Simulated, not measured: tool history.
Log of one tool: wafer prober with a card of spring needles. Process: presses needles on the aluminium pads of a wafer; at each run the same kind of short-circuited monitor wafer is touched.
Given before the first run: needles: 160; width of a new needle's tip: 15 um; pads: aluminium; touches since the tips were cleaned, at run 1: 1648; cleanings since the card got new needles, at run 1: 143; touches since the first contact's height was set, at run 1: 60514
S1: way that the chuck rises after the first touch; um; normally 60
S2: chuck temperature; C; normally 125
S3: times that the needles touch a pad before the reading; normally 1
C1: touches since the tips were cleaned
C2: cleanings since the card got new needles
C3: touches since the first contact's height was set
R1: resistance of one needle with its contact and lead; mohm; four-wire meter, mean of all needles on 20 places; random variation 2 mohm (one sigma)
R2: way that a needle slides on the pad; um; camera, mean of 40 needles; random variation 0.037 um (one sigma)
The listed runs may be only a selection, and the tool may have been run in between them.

run 1 hour=0 | S1=60 S2=125 S3=1 | C1=1648 C2=143 C3=60514 | R1=224 R2=9.56
-- hour=6.7 tips cleaned on abrasive film
-- hour=24.4 tips cleaned on abrasive film
-- hour=40.8 tips cleaned on abrasive film
-- hour=54.9 tips cleaned on abrasive film
run 2 hour=64.9 | S1=60 S2=125 S3=1 | C1=1993 C2=147 C3=73374 | R1=221 R2=9.58
-- hour=72 tips cleaned on abrasive film
-- hour=89.4 tips cleaned on abrasive film
-- hour=106.6 tips cleaned on abrasive film
run 3 hour=107 | S1=44 S2=125 S3=1 | C1=85 C2=150 C3=81706 | R1=231 R2=6.99
-- hour=110.8 height of the first contact set anew
-- hour=121.5 tips cleaned on abrasive film
-- hour=139 tips cleaned on abrasive film
run 4 hour=139.8 | S1=60 S2=125 S3=1 | C1=167 C2=152 C3=5741 | R1=222 R2=9.59
-- hour=156.7 tips cleaned on abrasive film
-- hour=173.7 tips cleaned on abrasive film
-- hour=191.1 tips cleaned on abrasive film
run 5 hour=194.9 | S1=60 S2=125 S3=1 | C1=769 C2=155 C3=16658 | R1=223 R2=9.53
-- hour=205.6 tips cleaned on abrasive film
-- hour=223.3 tips cleaned on abrasive film
-- hour=240.9 tips cleaned on abrasive film
run 6 hour=247.3 | S1=60 S2=125 S3=1 | C1=1259 C2=158 C3=27029 | R1=230 R2=9.55
-- hour=257.6 tips cleaned on abrasive film
-- hour=275.3 tips cleaned on abrasive film
run 7 hour=282.2 | S1=60 S2=125 S3=1 | C1=1382 C2=160 C3=33964 | R1=224 R2=9.58
-- hour=292.2 tips cleaned on abrasive film
-- hour=309.4 tips cleaned on abrasive film
-- hour=326.8 tips cleaned on abrasive film
run 8 hour=328.1 | S1=60 S2=49 S3=1 | C1=246 C2=163 C3=43033 | R1=204 R2=9.57
-- hour=341.7 tips cleaned on abrasive film
-- hour=359.1 tips cleaned on abrasive film
-- hour=376.8 tips cleaned on abrasive film
-- hour=392.9 tips cleaned on abrasive film
run 9 hour=392.9 | S1=61 S2=125 S3=1 | C1=0 C2=167 C3=55877 | R1=223 R2=9.73
-- hour=410.4 tips cleaned on abrasive film
-- hour=426.9 tips cleaned on abrasive film
-- hour=444 tips cleaned on abrasive film
run 10 hour=456.7 | S1=61 S2=125 S3=1 | C1=2539 C2=170 C3=68536 | R1=225 R2=9.75
-- hour=460.3 tips cleaned on abrasive film
-- hour=477.5 tips cleaned on abrasive film
-- hour=494.9 tips cleaned on abrasive film
run 11 hour=507.9 | S1=77 S2=125 S3=1 | C1=2590 C2=173 C3=78688 | R1=219 R2=12.33
-- hour=511.6 tips cleaned on abrasive film
-- hour=528.3 tips cleaned on abrasive film
-- hour=528.6 height of the first contact set anew
-- hour=544.6 tips cleaned on abrasive film
run 12 hour=544.6 | S1=77 S2=125 S3=1 | C1=0 C2=176 C3=3180 | R1=218 R2=12.28
-- hour=562.3 tips cleaned on abrasive film
-- hour=580 tips cleaned on abrasive film
-- hour=597.6 tips cleaned on abrasive film
run 13 hour=608.9 | S1=60 S2=125 S3=1 | C1=2268 C2=179 C3=15933 | R1=222 R2=9.57
-- hour=611.9 tips cleaned on abrasive film
-- hour=629.1 tips cleaned on abrasive film
-- hour=646.7 tips cleaned on abrasive film
run 14 hour=657.2 | S1=60 S2=125 S3=1 | C1=2085 C2=182 C3=25493 | R1=221 R2=9.58
-- hour=664.3 tips cleaned on abrasive film
-- hour=681.9 tips cleaned on abrasive film
-- hour=698.9 tips cleaned on abrasive film
run 15 hour=711.2 | S1=51 S2=35 S3=1 | C1=2444 C2=185 C3=36191 | R1=206 R2=8.11
-- hour=714.8 tips cleaned on abrasive film
-- hour=732.2 tips cleaned on abrasive film
-- hour=749.9 tips cleaned on abrasive film
run 16 hour=757.6 | S1=50 S2=33 S3=1 | C1=1541 C2=188 C3=45387 | R1=206 R2=7.97
-- hour=764.7 tips cleaned on abrasive film
-- hour=782.4 tips cleaned on abrasive film
-- hour=799.5 tips cleaned on abrasive film
-- hour=816.8 tips cleaned on abrasive film
run 17 hour=820.9 | S1=50 S2=33 S3=1 | C1=822 C2=192 C3=57918 | R1=206 R2=7.97
-- hour=831.5 tips cleaned on abrasive film
-- hour=845.7 tips cleaned on abrasive film
-- hour=862.8 tips cleaned on abrasive film
run 18 hour=876.6 | S1=47 S2=81 S3=2 | C1=2749 C2=195 C3=68955 | R1=222 R2=7.52
-- hour=880.2 tips cleaned on abrasive film
-- hour=897.2 tips cleaned on abrasive film
-- hour=914.9 tips cleaned on abrasive film
-- hour=930.2 tips cleaned on abrasive film
run 19 hour=930.2 | S1=74 S2=125 S3=3 | C1=0 C2=199 C3=79558 | R1=220 R2=11.82
-- hour=944.5 height of the first contact set anew
-- hour=948.1 tips cleaned on abrasive film
-- hour=965.8 tips cleaned on abrasive film
-- hour=983.5 tips cleaned on abrasive film
run 20 hour=996.1 | S1=60 S2=118 S3=1 | C1=2504 C2=202 C3=10213 | R1=222 R2=9.56
-- hour=999 tips cleaned on abrasive film
-- hour=1015.7 tips cleaned on abrasive film
-- hour=1032.6 tips cleaned on abrasive film
-- hour=1049.9 tips cleaned on abrasive film
run 21 hour=1063 | S1=43 S2=85 S3=1 | C1=2613 C2=206 C3=23476 | R1=223 R2=6.83
-- hour=1066.6 tips cleaned on abrasive film
-- hour=1083.7 tips cleaned on abrasive film
run 22 hour=1095.4 | S1=43 S2=32 S3=2 | C1=2331 C2=208 C3=29895 | R1=209 R2=6.84
-- hour=1099 tips cleaned on abrasive film
-- hour=1113.2 tips cleaned on abrasive film
-- hour=1130.3 tips cleaned on abrasive film
-- hour=1147.7 tips cleaned on abrasive film
run 23 hour=1152.5 | S1=43 S2=32 S3=2 | C1=968 C2=212 C3=41200 | R1=207 R2=6.93
-- hour=1163.2 tips cleaned on abrasive film
-- hour=1177.3 tips cleaned on abrasive film
-- hour=1194.6 tips cleaned on abrasive film
run 24 hour=1205 | S1=43 S2=32 S3=2 | C1=2084 C2=215 C3=51602 | R1=207 R2=6.84
-- hour=1212.2 tips cleaned on abrasive film
-- hour=1229.6 tips cleaned on abrasive film
-- hour=1243.8 tips cleaned on abrasive film
run 25 hour=1256.1 | S1=56 S2=73 S3=1 | C1=2457 C2=218 C3=61721 | R1=216 R2=8.91
-- hour=1259.2 tips cleaned on abrasive film
-- hour=1276.8 tips cleaned on abrasive film
-- hour=1294 tips cleaned on abrasive film
-- hour=1308.1 tips cleaned on abrasive film
run 26 hour=1320.3 | S1=56 S2=73 S3=2 | C1=2424 C2=222 C3=74437 | R1=210 R2=8.89
-- hour=1323.9 tips cleaned on abrasive film
-- hour=1341.4 tips cleaned on abrasive film
run 27 hour=1350.8 | S1=60 S2=51 S3=2 | C1=1868 C2=224 C3=80470 | R1=205 R2=9.57

For each entry between runs, how does the tool's hidden state at the last listed run before it compare with that at the first listed run after it?
Logged between run 1 and run 2: tips cleaned on abrasive film (hour 6.7); tips cleaned on abrasive film (hour 24.4); tips cleaned on abrasive film (hour 40.8); tips cleaned on abrasive film (hour 54.9)
  debris on the tips, nm: 1.1 -> 1.3; way that the needles fall short of the set height, um: 0.02 -> 0.03
Logged between run 2 and run 3: tips cleaned on abrasive film (hour 72); tips cleaned on abrasive film (hour 89.4); tips cleaned on abrasive film (hour 106.6)
  debris on the tips, nm: 1.3 -> 0.2
Logged between run 3 and run 4: height of the first contact set anew (hour 110.8); tips cleaned on abrasive film (hour 121.5); tips cleaned on abrasive film (hour 139)
  debris on the tips, nm: 0.2 -> 0.3; way that the needles fall short of the set height, um: 0.03 -> 0
Logged between run 4 and run 5: tips cleaned on abrasive film (hour 156.7); tips cleaned on abrasive film (hour 173.7); tips cleaned on abrasive film (hour 191.1)
  debris on the tips, nm: 0.3 -> 0.6; way that the needles fall short of the set height, um: 0 -> 0.01
Logged between run 5 and run 6: tips cleaned on abrasive film (hour 205.6); tips cleaned on abrasive film (hour 223.3); tips cleaned on abrasive film (hour 240.9)
  debris on the tips, nm: 0.6 -> 1
Logged between run 6 and run 7: tips cleaned on abrasive film (hour 257.6); tips cleaned on abrasive film (hour 275.3)
  debris on the tips, nm: 1 -> 0.9
Logged between run 7 and run 8: tips cleaned on abrasive film (hour 292.2); tips cleaned on abrasive film (hour 309.4); tips cleaned on abrasive film (hour 326.8)
  debris on the tips, nm: 0.9 -> 0.3; way that the needles fall short of the set height, um: 0.01 -> 0.02; tips' diameter, um: 15.06 -> 15.07
Logged between run 8 and run 9: tips cleaned on abrasive film (hour 341.7); tips cleaned on abrasive film (hour 359.1); tips cleaned on abrasive film (hour 376.8); tips cleaned on abrasive film (hour 392.9)
  debris on the tips, nm: 0.3 -> 0.1
Logged between run 9 and run 10: tips cleaned on abrasive film (hour 410.4); tips cleaned on abrasive film (hour 426.9); tips cleaned on abrasive film (hour 444)
  debris on the tips, nm: 0.1 -> 1.5
Logged between run 10 and run 11: tips cleaned on abrasive film (hour 460.3); tips cleaned on abrasive film (hour 477.5); tips cleaned on abrasive film (hour 494.9)
  debris on the tips, nm: 1.5 -> 1.3; way that the needles fall short of the set height, um: 0.02 -> 0.03
Logged between run 11 and run 12: tips cleaned on abrasive film (hour 511.6); tips cleaned on abrasive film (hour 528.3); height of the first contact set anew (hour 528.6); tips cleaned on abrasive film (hour 544.6)
  debris on the tips, nm: 1.3 -> 0.2; way that the needles fall short of the set height, um: 0.03 -> 0
Logged between run 12 and run 13: tips cleaned on abrasive film (hour 562.3); tips cleaned on abrasive film (hour 580); tips cleaned on abrasive film (hour 597.6)
  debris on the tips, nm: 0.2 -> 1.3
Logged between run 13 and run 14: tips cleaned on abrasive film (hour 611.9); tips cleaned on abrasive film (hour 629.1); tips cleaned on abrasive film (hour 646.7)
  debris on the tips, nm: 1.3 -> 1.2; way that the needles fall short of the set height, um: 0 -> 0.01
Logged between run 14 and run 15: tips cleaned on abrasive film (hour 664.3); tips cleaned on abrasive film (hour 681.9); tips cleaned on abrasive film (hour 698.9)
  debris on the tips, nm: 1.2 -> 1.4
Logged between run 15 and run 16: tips cleaned on abrasive film (hour 714.8); tips cleaned on abrasive film (hour 732.2); tips cleaned on abrasive film (hour 749.9)
  debris on the tips, nm: 1.4 -> 1.1; tips' diameter, um: 15.07 -> 15.08
Logged between run 16 and run 17: tips cleaned on abrasive film (hour 764.7); tips cleaned on abrasive film (hour 782.4); tips cleaned on abrasive film (hour 799.5); tips cleaned on abrasive film (hour 816.8)
  debris on the tips, nm: 1.1 -> 0.7; way that the needles fall short of the set height, um: 0.01 -> 0.02
Logged between run 17 and run 18: tips cleaned on abrasive film (hour 831.5); tips cleaned on abrasive film (hour 845.7); tips cleaned on abrasive film (hour 862.8)
  debris on the tips, nm: 0.7 -> 1.5
Logged between run 18 and run 19: tips cleaned on abrasive film (hour 880.2); tips cleaned on abrasive film (hour 897.2); tips cleaned on abrasive film (hour 914.9); tips cleaned on abrasive film (hour 930.2)
  debris on the tips, nm: 1.5 -> 0.1; way that the needles fall short of the set height, um: 0.02 -> 0.03
Logged between run 19 and run 20: height of the first contact set anew (hour 944.5); tips cleaned on abrasive film (hour 948.1); tips cleaned on abrasive film (hour 965.8); tips cleaned on abrasive film (hour 983.5)
  debris on the tips, nm: 0.1 -> 1.5; way that the needles fall short of the set height, um: 0.03 -> 0
Logged between run 20 and run 21: tips cleaned on abrasive film (hour 999); tips cleaned on abrasive film (hour 1015.7); tips cleaned on abrasive film (hour 1032.6); tips cleaned on abrasive film (hour 1049.9)
  debris on the tips, nm: 1.5 -> 1.4; way that the needles fall short of the set height, um: 0 -> 0.01
Logged between run 21 and run 22: tips cleaned on abrasive film (hour 1066.6); tips cleaned on abrasive film (hour 1083.7)
  no difference in the tool's unlogged condition between these two runs
Logged between run 22 and run 23: tips cleaned on abrasive film (hour 1099); tips cleaned on abrasive film (hour 1113.2); tips cleaned on abrasive film (hour 1130.3); tips cleaned on abrasive film (hour 1147.7)
  debris on the tips, nm: 1.4 -> 0.7
Logged between run 23 and run 24: tips cleaned on abrasive film (hour 1163.2); tips cleaned on abrasive film (hour 1177.3); tips cleaned on abrasive film (hour 1194.6)
  debris on the tips, nm: 0.7 -> 1.2; way that the needles fall short of the set height, um: 0.01 -> 0.02; tips' diameter, um: 15.08 -> 15.09
Logged between run 24 and run 25: tips cleaned on abrasive film (hour 1212.2); tips cleaned on abrasive film (hour 1229.6); tips cleaned on abrasive film (hour 1243.8)
  debris on the tips, nm: 1.2 -> 1.4
Logged between run 25 and run 26: tips cleaned on abrasive film (hour 1259.2); tips cleaned on abrasive film (hour 1276.8); tips cleaned on abrasive film (hour 1294); tips cleaned on abrasive film (hour 1308.1)
  way that the needles fall short of the set height, um: 0.02 -> 0.03
Logged between run 26 and run 27: tips cleaned on abrasive film (hour 1323.9); tips cleaned on abrasive film (hour 1341.4)
  debris on the tips, nm: 1.4 -> 1.1
